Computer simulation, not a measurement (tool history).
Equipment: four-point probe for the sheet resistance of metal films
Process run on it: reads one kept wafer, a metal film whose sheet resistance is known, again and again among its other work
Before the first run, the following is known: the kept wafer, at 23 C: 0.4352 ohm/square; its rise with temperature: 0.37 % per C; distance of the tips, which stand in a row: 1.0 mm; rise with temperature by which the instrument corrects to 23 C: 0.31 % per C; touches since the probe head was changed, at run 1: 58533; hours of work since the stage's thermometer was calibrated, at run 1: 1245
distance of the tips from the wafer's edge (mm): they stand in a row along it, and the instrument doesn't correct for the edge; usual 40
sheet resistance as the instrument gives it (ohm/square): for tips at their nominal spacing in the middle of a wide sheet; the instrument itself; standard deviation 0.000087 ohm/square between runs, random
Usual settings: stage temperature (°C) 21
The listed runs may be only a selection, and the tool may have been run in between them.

run,hour,stage temperature (°C),distance of the tips from the wafer's edge (mm),touches since the probe head was changed,hours of work since the stage's thermometer was calibrated,sheet resistance as the instrument gives it (ohm/square)
1,0,21,40,58533,1245,0.429193
2,77.3,27,40,61131,1290,0.43017
# hour 97.4: new probe head fitted
3,149.2,27,40,1740,1331,0.433675
4,212.3,21,40,3860,1367,0.432201
5,308.4,20,40,7088,1422,0.431415
6,370.1,20,40,9160,1458,0.431269
7,460.4,20,40,12193,1510,0.431107
8,550.5,20,40,15217,1562,0.430626
9,637.5,30,9,18140,1612,0.435384
10,704.5,30,9,20392,1651,0.435028
11,763,30,9,22354,1685,0.434865
12,815.2,22,10,24107,1715,0.432336
13,918.3,22,32,27570,1774,0.429817
14,987.1,21,42,29882,1814,0.429286
15,1083.7,27,5,33128,1870,0.43949

Here are 3 independent what-if runs from the current tool condition. What would each one return?
A,1133.4,20,31,34796,1898,?
B,1133.4,29,40,34796,1898,?
C,1133.4,32,5,34796,1898,?

run,sheet resistance as the instrument gives it (ohm/square)
A,0.428633
B,0.430603
C,0.439991
Had the tool no hidden state, the same runs would have come out as:
run,sheet resistance as the instrument gives it (ohm/square)
A,0.434705
B,0.436724
C,0.44624
